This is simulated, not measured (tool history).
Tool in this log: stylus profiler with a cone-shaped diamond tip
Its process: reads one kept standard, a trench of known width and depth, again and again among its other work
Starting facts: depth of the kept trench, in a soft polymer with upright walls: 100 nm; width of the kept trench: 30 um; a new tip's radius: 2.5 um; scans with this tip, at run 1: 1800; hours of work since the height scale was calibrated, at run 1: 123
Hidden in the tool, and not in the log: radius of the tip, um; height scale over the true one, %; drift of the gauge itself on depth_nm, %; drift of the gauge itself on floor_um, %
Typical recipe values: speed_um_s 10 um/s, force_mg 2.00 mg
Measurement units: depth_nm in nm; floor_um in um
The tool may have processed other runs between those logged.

run	day	speed_um_s	force_mg	scans with this tip	hours of work since the height scale was calibrated	depth_nm	floor_um
1	0.000	10	2.00	1800	123	100.77	28.56
2	0.938	10	2.00	1948	133	100.75	28.55
3	1.683	10	2.00	2066	141	100.82	28.59
4	2.229	10	4.15	2152	147	101.34	28.56
5	3.304	10	4.15	2323	158	101.35	28.49
6	4.538	10	2.00	2518	172	100.82	28.49
7	5.554	10	2.00	2679	183	100.77	28.56
8	6.617	39	1.24	2847	194	100.57	28.27
9	7.892	39	1.24	3048	208	100.52	28.23
10	8.946	21	0.69	3215	219	100.45	28.36
11	9.812	31	0.85	3352	228	100.54	28.24
12	11.029	3	4.11	3545	242	101.39	28.62
13	11.917	10	5.36	3686	251	101.59	28.54
14	13.004	2	5.36	3858	263	101.51	28.60

Forecast each of these 4 alternatives for the next run:
A	13.900	2	1.26	3999	273	?	?
B	13.900	2	2.00	3999	273	?	?
C	13.900	33	1.70	3999	273	?	?
D	13.900	39	1.49	3999	273	?	?

run	depth_nm	floor_um
A	100.63	28.58
B	100.85	28.56
C	100.69	28.34
D	100.59	28.31
What these runs would have given with no unlogged condition in the tool:
run	depth_nm	floor_um
A	100.64	28.58
B	100.86	28.56
C	100.70	28.34
D	100.60	28.31

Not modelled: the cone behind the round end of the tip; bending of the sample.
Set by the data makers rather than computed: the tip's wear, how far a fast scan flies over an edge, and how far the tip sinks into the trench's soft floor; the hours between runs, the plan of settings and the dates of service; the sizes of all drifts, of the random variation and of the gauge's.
